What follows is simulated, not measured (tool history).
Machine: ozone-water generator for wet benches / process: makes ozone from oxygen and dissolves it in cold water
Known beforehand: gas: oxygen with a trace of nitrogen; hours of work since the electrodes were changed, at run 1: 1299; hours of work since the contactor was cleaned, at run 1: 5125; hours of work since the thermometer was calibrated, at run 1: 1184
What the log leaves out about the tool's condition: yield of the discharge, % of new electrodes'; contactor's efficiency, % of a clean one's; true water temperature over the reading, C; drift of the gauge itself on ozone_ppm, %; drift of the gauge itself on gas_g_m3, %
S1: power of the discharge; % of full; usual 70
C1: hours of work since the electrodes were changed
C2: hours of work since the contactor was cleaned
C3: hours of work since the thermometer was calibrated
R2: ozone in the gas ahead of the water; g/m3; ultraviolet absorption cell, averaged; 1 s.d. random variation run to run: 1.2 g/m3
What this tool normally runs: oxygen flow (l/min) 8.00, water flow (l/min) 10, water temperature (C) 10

{"run": 1, "hour": 0.0, "S1": 70, "oxygen flow (l/min)": 8.0, "water flow (l/min)": 10, "water temperature (C)": 10, "C1": 1299, "C2": 5125, "C3": 1184, "dissolved ozone (ppm)": 40.5, "R2": 228.0}
{"run": 2, "hour": 71.6, "S1": 70, "oxygen flow (l/min)": 8.0, "water flow (l/min)": 10, "water temperature (C)": 10, "C1": 1360, "C2": 5187, "C3": 1246, "dissolved ozone (ppm)": 40.4, "R2": 228.4}
{"run": 3, "hour": 108.9, "S1": 70, "oxygen flow (l/min)": 8.0, "water flow (l/min)": 10, "water temperature (C)": 10, "C1": 1392, "C2": 5219, "C3": 1278, "dissolved ozone (ppm)": 40.6, "R2": 227.4}
{"run": 4, "hour": 174.6, "S1": 70, "oxygen flow (l/min)": 8.0, "water flow (l/min)": 10, "water temperature (C)": 10, "C1": 1449, "C2": 5276, "C3": 1335, "dissolved ozone (ppm)": 40.4, "R2": 229.5}
{"run": 5, "hour": 212.9, "S1": 84, "oxygen flow (l/min)": 8.0, "water flow (l/min)": 10, "water temperature (C)": 10, "C1": 1482, "C2": 5309, "C3": 1368, "dissolved ozone (ppm)": 48.1, "R2": 272.1}
{"run": 6, "hour": 246.6, "S1": 84, "oxygen flow (l/min)": 8.0, "water flow (l/min)": 10, "water temperature (C)": 10, "C1": 1511, "C2": 5338, "C3": 1397, "dissolved ozone (ppm)": 48.1, "R2": 269.6}
{"run": 7, "hour": 279.3, "S1": 84, "oxygen flow (l/min)": 8.0, "water flow (l/min)": 10, "water temperature (C)": 10, "C1": 1540, "C2": 5366, "C3": 1425, "dissolved ozone (ppm)": 47.8, "R2": 272.6}
{"run": 8, "hour": 355.3, "S1": 77, "oxygen flow (l/min)": 8.0, "water flow (l/min)": 10, "water temperature (C)": 10, "C1": 1605, "C2": 5432, "C3": 1491, "dissolved ozone (ppm)": 43.4, "R2": 252.7}
{"run": 9, "hour": 418.5, "S1": 77, "oxygen flow (l/min)": 8.0, "water flow (l/min)": 10, "water temperature (C)": 10, "C1": 1660, "C2": 5486, "C3": 1545, "dissolved ozone (ppm)": 43.6, "R2": 254.0}
{"run": 10, "hour": 465.9, "S1": 77, "oxygen flow (l/min)": 8.0, "water flow (l/min)": 10, "water temperature (C)": 10, "C1": 1701, "C2": 5527, "C3": 1586, "dissolved ozone (ppm)": 44.1, "R2": 252.0}
{"run": 11, "hour": 511.8, "S1": 77, "oxygen flow (l/min)": 8.0, "water flow (l/min)": 10, "water temperature (C)": 10, "C1": 1740, "C2": 5567, "C3": 1626, "dissolved ozone (ppm)": 43.9, "R2": 252.4}
{"run": 12, "hour": 548.0, "S1": 77, "oxygen flow (l/min)": 8.0, "water flow (l/min)": 10, "water temperature (C)": 10, "C1": 1772, "C2": 5598, "C3": 1657, "dissolved ozone (ppm)": 44.1, "R2": 252.7}
{"run": 13, "hour": 594.9, "S1": 77, "oxygen flow (l/min)": 8.0, "water flow (l/min)": 10, "water temperature (C)": 10, "C1": 1812, "C2": 5638, "C3": 1697, "dissolved ozone (ppm)": 44.7, "R2": 252.7}
{"run": 14, "hour": 665.2, "S1": 77, "oxygen flow (l/min)": 8.0, "water flow (l/min)": 10, "water temperature (C)": 14, "C1": 1873, "C2": 5699, "C3": 1758, "dissolved ozone (ppm)": 39.8, "R2": 254.6}
{"run": 15, "hour": 733.4, "S1": 77, "oxygen flow (l/min)": 8.0, "water flow (l/min)": 10, "water temperature (C)": 14, "C1": 1932, "C2": 5758, "C3": 1817, "dissolved ozone (ppm)": 40.5, "R2": 256.3}
{"run": 16, "hour": 772.9, "S1": 70, "oxygen flow (l/min)": 8.0, "water flow (l/min)": 11, "water temperature (C)": 10, "C1": 1966, "C2": 5792, "C3": 1851, "dissolved ozone (ppm)": 38.1, "R2": 232.7}
{"run": 17, "hour": 839.3, "S1": 42, "oxygen flow (l/min)": 11.26, "water flow (l/min)": 10, "water temperature (C)": 14, "C1": 2023, "C2": 5849, "C3": 1908, "dissolved ozone (ppm)": 22.1, "R2": 125.9}
{"run": 18, "hour": 916.2, "S1": 75, "oxygen flow (l/min)": 8.0, "water flow (l/min)": 13, "water temperature (C)": 11, "C1": 2089, "C2": 5916, "C3": 1975, "dissolved ozone (ppm)": 35.5, "R2": 249.0}
{"run": 19, "hour": 958.0, "S1": 75, "oxygen flow (l/min)": 7.1, "water flow (l/min)": 15, "water temperature (C)": 8, "C1": 2125, "C2": 5952, "C3": 2011, "dissolved ozone (ppm)": 34.1, "R2": 262.4}
{"hour": 971.6, "done": "gauge calibrated"}
{"run": 20, "hour": 1020.6, "S1": 75, "oxygen flow (l/min)": 7.1, "water flow (l/min)": 15, "water temperature (C)": 8, "C1": 2179, "C2": 6006, "C3": 2065, "dissolved ozone (ppm)": 33.6, "R2": 252.0}
{"run": 21, "hour": 1092.9, "S1": 75, "oxygen flow (l/min)": 7.1, "water flow (l/min)": 7, "water temperature (C)": 8, "C1": 2242, "C2": 6068, "C3": 2127, "dissolved ozone (ppm)": 55.2, "R2": 252.6}
{"run": 22, "hour": 1151.6, "S1": 75, "oxygen flow (l/min)": 7.1, "water flow (l/min)": 7, "water temperature (C)": 8, "C1": 2293, "C2": 6119, "C3": 2178, "dissolved ozone (ppm)": 55.5, "R2": 256.1}
{"run": 23, "hour": 1229.8, "S1": 49, "oxygen flow (l/min)": 5.89, "water flow (l/min)": 7, "water temperature (C)": 15, "C1": 2360, "C2": 6186, "C3": 2246, "dissolved ozone (ppm)": 32.4, "R2": 185.7}
{"run": 24, "hour": 1286.7, "S1": 49, "oxygen flow (l/min)": 5.89, "water flow (l/min)": 7, "water temperature (C)": 15, "C1": 2409, "C2": 6236, "C3": 2295, "dissolved ozone (ppm)": 32.5, "R2": 186.7}
{"run": 25, "hour": 1335.0, "S1": 49, "oxygen flow (l/min)": 5.89, "water flow (l/min)": 7, "water temperature (C)": 15, "C1": 2451, "C2": 6277, "C3": 2336, "dissolved ozone (ppm)": 32.5, "R2": 186.7}
{"run": 26, "hour": 1391.6, "S1": 49, "oxygen flow (l/min)": 5.89, "water flow (l/min)": 7, "water temperature (C)": 15, "C1": 2500, "C2": 6326, "C3": 2385, "dissolved ozone (ppm)": 32.8, "R2": 186.7}
{"run": 27, "hour": 1449.7, "S1": 49, "oxygen flow (l/min)": 5.89, "water flow (l/min)": 7, "water temperature (C)": 15, "C1": 2550, "C2": 6376, "C3": 2435, "dissolved ozone (ppm)": 32.6, "R2": 187.0}
{"run": 28, "hour": 1481.5, "S1": 55, "oxygen flow (l/min)": 7.57, "water flow (l/min)": 7, "water temperature (C)": 15, "C1": 2577, "C2": 6404, "C3": 2463, "dissolved ozone (ppm)": 34.9, "R2": 189.1}
{"run": 29, "hour": 1516.9, "S1": 55, "oxygen flow (l/min)": 7.57, "water flow (l/min)": 7, "water temperature (C)": 15, "C1": 2608, "C2": 6434, "C3": 2493, "dissolved ozone (ppm)": 34.9, "R2": 187.5}
{"run": 30, "hour": 1583.4, "S1": 82, "oxygen flow (l/min)": 9.2, "water flow (l/min)": 10, "water temperature (C)": 16, "C1": 2665, "C2": 6492, "C3": 2551, "dissolved ozone (ppm)": 40.4, "R2": 253.3}
{"hour": 1601.2, "done": "water thermometer calibrated"}
{"run": 31, "hour": 1636.4, "S1": 57, "oxygen flow (l/min)": 5.17, "water flow (l/min)": 10, "water temperature (C)": 6, "C1": 2711, "C2": 6537, "C3": 30, "dissolved ozone (ppm)": 35.5, "R2": 229.2}
{"run": 32, "hour": 1694.8, "S1": 57, "oxygen flow (l/min)": 5.17, "water flow (l/min)": 10, "water temperature (C)": 6, "C1": 2761, "C2": 6587, "C3": 81, "dissolved ozone (ppm)": 35.7, "R2": 227.4}

Branching from run 32: 3 alternative next runs. What would each branch give?
{"hour": 1762.3, "done": "contactor cleaned"}
{"run": "A", "hour": 1772.9, "S1": 91, "oxygen flow (l/min)": 8.0, "water flow (l/min)": 7, "water temperature (C)": 7, "C1": 2825, "C2": 9, "C3": 145, "dissolved ozone (ppm)": "?", "R2": "?"}
{"hour": 1762.3, "done": "contactor cleaned"}
{"run": "B", "hour": 1772.9, "S1": 57, "oxygen flow (l/min)": 5.17, "water flow (l/min)": 9, "water temperature (C)": 6, "C1": 2825, "C2": 9, "C3": 145, "dissolved ozone (ppm)": "?", "R2": "?"}
{"hour": 1762.3, "done": "contactor cleaned"}
{"run": "C", "hour": 1772.9, "S1": 62, "oxygen flow (l/min)": 5.17, "water flow (l/min)": 10, "water temperature (C)": 10, "C1": 2825, "C2": 9, "C3": 145, "dissolved ozone (ppm)": "?", "R2": "?"}

run=A dissolved_ozone_(ppm)=66.8 R2=294.0
run=B dissolved_ozone_(ppm)=38.1 R2=230.2
run=C dissolved_ozone_(ppm)=36.0 R2=248.2
Stripped of hidden state, with their random variation kept, the same runs would have yielded:
run=A dissolved_ozone_(ppm)=66.9 R2=287.2
run=B dissolved_ozone_(ppm)=38.1 R2=224.8
run=C dissolved_ozone_(ppm)=36.0 R2=242.4
